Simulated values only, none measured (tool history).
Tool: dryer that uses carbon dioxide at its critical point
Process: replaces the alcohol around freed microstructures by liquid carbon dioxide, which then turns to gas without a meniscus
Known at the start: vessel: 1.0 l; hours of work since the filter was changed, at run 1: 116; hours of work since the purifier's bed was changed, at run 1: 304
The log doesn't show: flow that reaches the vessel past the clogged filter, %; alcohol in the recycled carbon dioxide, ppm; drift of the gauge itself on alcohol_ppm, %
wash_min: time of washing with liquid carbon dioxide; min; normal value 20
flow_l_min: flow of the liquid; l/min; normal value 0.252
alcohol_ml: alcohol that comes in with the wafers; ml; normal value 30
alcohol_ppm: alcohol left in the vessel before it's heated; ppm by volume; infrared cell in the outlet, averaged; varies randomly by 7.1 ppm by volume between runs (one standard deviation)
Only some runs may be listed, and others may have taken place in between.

| run | day | wash_min | flow_l_min | alcohol_ml | hours of work since the filter was changed | hours of work since the purifier's bed was changed | alcohol_ppm |
|---|---|---|---|---|---|---|---|
| 1 | 0.000 | 20 | 0.252 | 30 | 116 | 304 | 436 |
| 2 | 1.062 | 20 | 0.252 | 30 | 132 | 320 | 434 |
| 3 | 2.008 | 20 | 0.252 | 30 | 146 | 334 | 480 |
| 4 | 2.962 | 20 | 0.252 | 30 | 160 | 348 | 479 |
| 5 | 3.879 | 20 | 0.252 | 30 | 174 | 362 | 506 |
| 6 | 5.308 | 20 | 0.248 | 30 | 195 | 383 | 545 |
| 7 | 6.158 | 20 | 0.248 | 30 | 208 | 396 | 552 |
| 8 | 7.388 | 20 | 0.252 | 30 | 226 | 414 | 540 |
| 9 | 8.754 | 12 | 0.252 | 30 | 246 | 435 | 2707 |
| 10 | 9.438 | 12 | 0.252 | 30 | 257 | 445 | 2691 |
| 11 | 10.342 | 12 | 0.252 | 30 | 270 | 458 | 2746 |
| 12 | 11.679 | 12 | 0.252 | 30 | 290 | 478 | 2823 |
| 13 | 13.038 | 20 | 0.252 | 30 | 310 | 498 | 640 |
|  | 14.354 | inlet filter changed |
| 14 | 14.475 | 20 | 0.252 | 30 | 2 | 519 | 360 |
| 15 | 15.946 | 20 | 0.252 | 30 | 24 | 541 | 394 |
| 16 | 16.933 | 20 | 0.252 | 30 | 38 | 555 | 393 |
| 17 | 18.067 | 20 | 0.252 | 30 | 55 | 572 | 394 |
| 18 | 18.825 | 20 | 0.252 | 30 | 66 | 584 | 410 |
| 19 | 19.467 | 20 | 0.252 | 30 | 76 | 593 | 411 |
| 20 | 20.883 | 24 | 0.252 | 30 | 97 | 614 | 205 |
| 21 | 22.254 | 17 | 0.232 | 80 | 117 | 634 | 2903 |
| 22 | 23.146 | 17 | 0.232 | 80 | 131 | 648 | 2942 |
| 23 | 24.329 | 13 | 0.398 | 34 | 148 | 665 | 402 |
| 24 | 25.917 | 18 | 0.398 | 53 | 172 | 689 | 155 |
| 25 | 27.221 | 17 | 0.181 | 79 | 191 | 708 | 6568 |
| 26 | 27.912 | 18 | 0.280 | 117 | 201 | 719 | 1902 |
| 27 | 29.429 | 15 | 0.252 | 116 | 224 | 741 | 5429 |
| 28 | 30.946 | 20 | 0.252 | 73 | 247 | 764 | 1326 |
| 29 | 31.958 | 20 | 0.316 | 57 | 262 | 779 | 381 |
| 30 | 33.033 | 20 | 0.316 | 57 | 278 | 795 | 394 |
| 31 | 34.325 | 20 | 0.283 | 20 | 297 | 814 | 281 |
| 32 | 35.067 | 16 | 0.237 | 77 | 308 | 825 | 4095 |
| 33 | 35.962 | 26 | 0.294 | 31 | 321 | 838 | 129 |
|  | 36.596 | inlet filter changed |
| 34 | 37.512 | 14 | 0.400 | 102 | 14 | 861 | 634 |

For run 35, what comes out?
| 35 | 38.858 | 14 | 0.400 | 102 | 34 | 881 | ? |

Run 35 gave alcohol_ppm 671 ppm by volume.
On a tool with no hidden condition, and with the same random variation, this run would have come out at alcohol_ppm 569 ppm by volume.
